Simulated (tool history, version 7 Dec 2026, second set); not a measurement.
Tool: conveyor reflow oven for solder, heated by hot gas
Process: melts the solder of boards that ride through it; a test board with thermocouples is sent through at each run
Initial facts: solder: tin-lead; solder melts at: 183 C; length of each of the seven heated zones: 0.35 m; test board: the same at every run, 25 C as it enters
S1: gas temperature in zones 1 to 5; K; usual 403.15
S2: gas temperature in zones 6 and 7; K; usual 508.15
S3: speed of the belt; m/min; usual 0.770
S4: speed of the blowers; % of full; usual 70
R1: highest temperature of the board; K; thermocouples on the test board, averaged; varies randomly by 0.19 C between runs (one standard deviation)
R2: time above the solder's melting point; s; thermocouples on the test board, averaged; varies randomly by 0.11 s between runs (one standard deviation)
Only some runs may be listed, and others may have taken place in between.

{"run": 1, "hour": 0.0, "S1": 403.15, "S2": 508.15, "S3": 0.77, "S4": 70, "R1": 489.65, "R2": 38.9}
{"run": 2, "hour": 43.8, "S1": 403.15, "S2": 508.15, "S3": 0.77, "S4": 70, "R1": 489.35, "R2": 38.5}
{"hour": 53.7, "done": "flux residue cleaned out of gas plates and filters"}
{"run": 3, "hour": 106.0, "S1": 403.15, "S2": 508.15, "S3": 0.77, "S4": 85, "R1": 491.65, "R2": 39.7}
{"run": 4, "hour": 183.1, "S1": 403.15, "S2": 508.15, "S3": 0.77, "S4": 85, "R1": 490.75, "R2": 39.2}
{"hour": 274.8, "done": "flux residue cleaned out of gas plates and filters, once more"}
{"run": 5, "hour": 274.8, "S1": 403.15, "S2": 497.15, "S3": 0.77, "S4": 70, "R1": 482.05, "R2": 34.5}
{"run": 6, "hour": 324.6, "S1": 403.15, "S2": 508.15, "S3": 0.647, "S4": 70, "R1": 496.75, "R2": 51.7}
{"run": 7, "hour": 370.5, "S1": 403.15, "S2": 508.15, "S3": 0.647, "S4": 70, "R1": 496.25, "R2": 51.5}
{"run": 8, "hour": 412.8, "S1": 403.15, "S2": 508.15, "S3": 0.667, "S4": 70, "R1": 495.25, "R2": 49.2}
{"run": 9, "hour": 489.6, "S1": 403.15, "S2": 508.15, "S3": 0.667, "S4": 70, "R1": 495.15, "R2": 49.0}
{"hour": 573.5, "done": "flux residue cleaned out of gas plates and filters"}
{"run": 10, "hour": 576.0, "S1": 403.15, "S2": 508.15, "S3": 0.77, "S4": 70, "R1": 492.15, "R2": 40.7}
{"hour": 588.0, "done": "thermocouples of zones 6 and 7 changed"}
{"run": 11, "hour": 626.6, "S1": 403.15, "S2": 508.15, "S3": 0.77, "S4": 70, "R1": 491.65, "R2": 40.3}
{"run": 12, "hour": 708.9, "S1": 403.15, "S2": 506.15, "S3": 0.669, "S4": 55, "R1": 490.05, "R2": 45.3}
{"run": 13, "hour": 762.5, "S1": 403.15, "S2": 509.15, "S3": 0.636, "S4": 52, "R1": 493.35, "R2": 50.2}
{"run": 14, "hour": 817.6, "S1": 388.15, "S2": 508.15, "S3": 0.706, "S4": 70, "R1": 491.15, "R2": 40.5}
{"hour": 875.3, "done": "flux residue cleaned out of gas plates and filters"}
{"run": 15, "hour": 906.7, "S1": 406.15, "S2": 500.15, "S3": 0.668, "S4": 72, "R1": 490.35, "R2": 47.5}
{"run": 16, "hour": 981.3, "S1": 403.15, "S2": 500.15, "S3": 0.668, "S4": 80, "R1": 491.25, "R2": 47.4}
{"run": 17, "hour": 1044.4, "S1": 403.15, "S2": 500.15, "S3": 0.668, "S4": 80, "R1": 490.75, "R2": 47.2}
{"run": 18, "hour": 1093.3, "S1": 391.15, "S2": 520.15, "S3": 0.833, "S4": 70, "R1": 496.05, "R2": 37.0}
{"run": 19, "hour": 1156.0, "S1": 403.15, "S2": 514.15, "S3": 0.793, "S4": 70, "R1": 495.35, "R2": 40.7}
{"hour": 1179.0, "done": "flux residue cleaned out of gas plates and filters"}
{"run": 20, "hour": 1200.9, "S1": 390.15, "S2": 508.15, "S3": 0.77, "S4": 59, "R1": 487.05, "R2": 34.7}

Estimate the outcome of run 21 from the log above:
{"run": 21, "hour": 1242.4, "S1": 403.15, "S2": 518.15, "S3": 0.871, "S4": 70, "R1": "?", "R2": "?"}

R1: 496.45 K
R2: 37.5 s
With the hidden condition absent and the run-to-run variation left alone, this run would have shown R1 495.35 K, R2 36.4 s.
